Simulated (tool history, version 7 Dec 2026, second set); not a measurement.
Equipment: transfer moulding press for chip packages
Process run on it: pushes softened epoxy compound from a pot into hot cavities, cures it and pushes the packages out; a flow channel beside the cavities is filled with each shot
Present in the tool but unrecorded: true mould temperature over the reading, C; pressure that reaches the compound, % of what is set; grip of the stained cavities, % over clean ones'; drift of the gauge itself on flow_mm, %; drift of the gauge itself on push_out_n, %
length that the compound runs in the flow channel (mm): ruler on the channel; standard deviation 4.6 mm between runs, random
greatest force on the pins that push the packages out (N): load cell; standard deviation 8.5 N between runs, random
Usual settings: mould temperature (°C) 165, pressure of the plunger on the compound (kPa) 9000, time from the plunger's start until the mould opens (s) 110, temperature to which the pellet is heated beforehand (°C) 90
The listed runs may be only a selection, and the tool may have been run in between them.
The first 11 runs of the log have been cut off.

run   hour  mould temperature (°C)  pressure of the plunger on the compound (kPa)  time from the plunger's start until the mould opens (s)  temperature to which the pellet is heated beforehand (°C)  hours of work since the mould's thermocouples were calibrated  shots since the plunger's rings were changed  shots since the cavities were cleaned  incoming compound's hours out of the cold store  length that the compound runs in the flow channel (mm)  greatest force on the pins that push the packages out (N)
 12  114.8                     160                                           9000                                                      110                                                         92                                                            329                                          2195                                    930                                             13.6                                                     679                                                        564
     123.5  -- cavities cleaned with cleaning compound and waxed
 13  125.5                     160                                           9000                                                      110                                                         92                                                            335                                          2302                                     24                                             31.5                                                     589                                                        529
 14  138.3                     165                                           9000                                                      146                                                         90                                                            343                                          2449                                    171                                             30.1                                                     596                                                        315
 15  147.4                     165                                           9000                                                      146                                                         90                                                            349                                          2554                                    276                                             14.2                                                     659                                                        298
 16  161.6                     161                                           8030                                                      124                                                         96                                                            358                                          2718                                    440                                             35.5                                                     547                                                        392
 17  176.5                     159                                           9000                                                       95                                                         90                                                            368                                          2888                                    610                                             46.9                                                     540                                                        763
 18    190                     159                                           7040                                                      110                                                         90                                                            376                                          3044                                    766                                             26.7                                                     548                                                        594
 19  199.5                     169                                           9000                                                      110                                                         97                                                            382                                          3153                                    875                                             25.3                                                     593                                                        330
     208.1  -- mould's thermocouples calibrated
     214.6  -- cavities cleaned with cleaning compound and waxed
 20  216.9                     169                                           9000                                                      110                                                         97                                                              5                                          3314                                     27                                               19                                                     635                                                        335
 21  223.5                     169                                           9000                                                      110                                                         97                                                              9                                          3390                                    103                                               17                                                     625                                                        318
     233.7  -- plunger's sealing rings changed
 22  234.9                     165                                           9000                                                      121                                                         91                                                             15                                            14                                    206                                             46.2                                                     537                                                        335
 23  249.9                     168                                           9000                                                      107                                                         90                                                             24                                           186                                    378                                             33.4                                                     570                                                        335
 24    262                     168                                           9000                                                      107                                                         90                                                             32                                           326                                    518                                             23.7                                                     606                                                        352
 25  277.6                     168                                           9000                                                      107                                                         90                                                             42                                           505                                    697                                             21.8                                                     616                                                        355
 26  292.9                     168                                           9000                                                      107                                                         92                                                             52                                           682                                    874                                             21.1                                                     627                                                        352
 27  302.1                     158                                          10130                                                      110                                                         93                                                             57                                           788                                    980                                             11.3                                                     709                                                        698
     306.8  -- cavities cleaned with cleaning compound and waxed
 28    314                     158                                          10370                                                      110                                                         83                                                             64                                           907                                     83                                             46.8                                                     573                                                        580
 29    327                     158                                          10370                                                      110                                                         83                                                             72                                          1057                                    233                                             32.6                                                     641                                                        629
 30    342                     158                                           9480                                                      110                                                         83                                                             82                                          1230                                    406                                             24.2                                                     644                                                        653

Here are 3 independent what-if runs from the current tool condition. What would each one return?
  A  352.2                     158                                           7530                                                      133                                                         89                                                             88                                          1347                                    523                                             21.6                                                       ?                                                          ?
  B  352.2                     170                                           7280                                                      110                                                         99                                                             88                                          1347                                    523                                             14.2                                                       ?                                                          ?
  C  352.2                     158                                           6970                                                      149                                                         83                                                             88                                          1347                                    523                                             20.9                                                       ?                                                          ?

run  length that the compound runs in the flow channel (mm)  greatest force on the pins that push the packages out (N)
  A                                                     584                                                        429
  B                                                     578                                                        320
  C                                                     569                                                        355
Stripped of hidden state, with their random variation kept, the same runs would have yielded:
run  length that the compound runs in the flow channel (mm)  greatest force on the pins that push the packages out (N)
  A                                                     584                                                        426
  B                                                     578                                                        318
  C                                                     569                                                        353
